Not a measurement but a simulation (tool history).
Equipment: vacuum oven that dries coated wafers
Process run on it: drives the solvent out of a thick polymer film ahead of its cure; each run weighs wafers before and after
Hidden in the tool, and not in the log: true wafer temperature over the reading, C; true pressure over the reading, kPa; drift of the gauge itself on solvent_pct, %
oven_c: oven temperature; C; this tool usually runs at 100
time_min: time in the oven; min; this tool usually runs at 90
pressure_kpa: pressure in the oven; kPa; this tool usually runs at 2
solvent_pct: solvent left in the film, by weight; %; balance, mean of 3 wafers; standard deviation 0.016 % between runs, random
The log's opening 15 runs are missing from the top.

run	hour	oven_c	time_min	pressure_kpa	hours of work since the thermocouples were calibrated	hours of work since the vacuum gauge was cleaned of residue	solvent_pct
16	878.3	100	90	2	223	2382	2.01
17	961.2	100	90	2	276	2435	1.98
18	1014.2	100	90	2	310	2469	2.01
19	1049.8	100	60	2	333	2492	3.9
20	1110.4	100	60	2	372	2531	3.83
21	1162.7	100	60	2	406	2564	3.87
22	1222	100	60	2	444	2602	3.85
23	1279.9	100	60	2	481	2640	3.83
24	1328.6	100	60	2	512	2671	3.83
25	1374.3	101	150	2.44	541	2700	0.9
26	1432.3	101	150	2.44	579	2737	0.92
27	1511.8	101	57	2.41	630	2788	3.86
28	1547.7	101	57	2.41	653	2811	3.89
29	1585.7	87	125	2.6	677	2836	3.46
30	1627.4	109	125	1.15	704	2863	0.42
31	1709	109	81	1.15	756	2915	0.87
# hour 1758: oven's thermocouples calibrated
32	1782.6	88	131	6.46	16	2961	4.83
# hour 1819.2: vacuum gauge cleaned of residue and calibrated
33	1857.2	106	76	6.46	63	24	2.58
34	1942.2	102	90	1.45	117	79	1.55

Run 35 has not been measured yet. What should we expect?
35	1994.6	102	90	1.45	151	113	?

Logged for run 35: solvent_pct 1.55 %.
On a tool with no hidden condition, and with the same random variation, this run would have come out at solvent_pct 1.54 %.
